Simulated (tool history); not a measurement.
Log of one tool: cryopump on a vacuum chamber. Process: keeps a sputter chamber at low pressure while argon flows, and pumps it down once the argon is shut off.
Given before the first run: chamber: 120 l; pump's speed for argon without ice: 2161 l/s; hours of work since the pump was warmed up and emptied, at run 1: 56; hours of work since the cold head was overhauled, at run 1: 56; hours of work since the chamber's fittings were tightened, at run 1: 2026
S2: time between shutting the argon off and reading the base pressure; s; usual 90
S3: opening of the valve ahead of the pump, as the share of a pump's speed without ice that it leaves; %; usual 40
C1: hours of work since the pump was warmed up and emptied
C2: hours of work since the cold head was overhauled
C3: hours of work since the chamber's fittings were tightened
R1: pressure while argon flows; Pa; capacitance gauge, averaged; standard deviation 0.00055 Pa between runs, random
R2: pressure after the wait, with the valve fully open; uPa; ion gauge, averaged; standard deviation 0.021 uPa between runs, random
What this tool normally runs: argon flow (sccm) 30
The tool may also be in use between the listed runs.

{"run": 1, "day": 0.0, "argon flow (sccm)": 30, "S2": 90, "S3": 40, "C1": 56, "C2": 56, "C3": 2026, "R1": 0.0589, "R2": 1.29}
{"run": 2, "day": 0.838, "argon flow (sccm)": 30, "S2": 90, "S3": 40, "C1": 71, "C2": 71, "C3": 2041, "R1": 0.06, "R2": 1.24}
{"run": 3, "day": 1.6, "argon flow (sccm)": 30, "S2": 208, "S3": 40, "C1": 84, "C2": 84, "C3": 2054, "R1": 0.059, "R2": 1.17}
{"run": 4, "day": 2.846, "argon flow (sccm)": 30, "S2": 90, "S3": 40, "C1": 106, "C2": 106, "C3": 2076, "R1": 0.06, "R2": 1.28}
{"run": 5, "day": 3.475, "argon flow (sccm)": 30, "S2": 90, "S3": 40, "C1": 117, "C2": 117, "C3": 2087, "R1": 0.0595, "R2": 1.37}
{"run": 6, "day": 4.375, "argon flow (sccm)": 59, "S2": 98, "S3": 60, "C1": 132, "C2": 132, "C3": 2102, "R1": 0.0799, "R2": 1.34}
{"run": 7, "day": 5.033, "argon flow (sccm)": 59, "S2": 98, "S3": 60, "C1": 144, "C2": 144, "C3": 2114, "R1": 0.0796, "R2": 1.32}
{"run": 8, "day": 6.104, "argon flow (sccm)": 59, "S2": 98, "S3": 60, "C1": 162, "C2": 162, "C3": 2132, "R1": 0.08, "R2": 1.36}
{"run": 9, "day": 7.438, "argon flow (sccm)": 59, "S2": 98, "S3": 60, "C1": 186, "C2": 186, "C3": 2155, "R1": 0.0807, "R2": 1.35}
{"run": 10, "day": 8.779, "argon flow (sccm)": 17, "S2": 103, "S3": 27, "C1": 209, "C2": 209, "C3": 2179, "R1": 0.0509, "R2": 1.41}

Below, some changes in R1 between adjacent runs. For each, the amount present without the hidden state too (settings, incoming material, random variation) and the amount remaining for the hidden state with gauge scatter not shared by both compared results:
Hidden state present: pump's speed, % of a pump's without ice; cold plate's temperature, K; leak into the chamber, uPa l/s; drift of the gauge itself on working_pa, %; drift of the gauge itself on base_upa, %.
Run 9 -> 10: argon flow (sccm) 59 -> 17, S2 98 -> 103, S3 60 -> 27. R1 -0.0298 Pa: hidden state -0.0023, all else -0.0275.
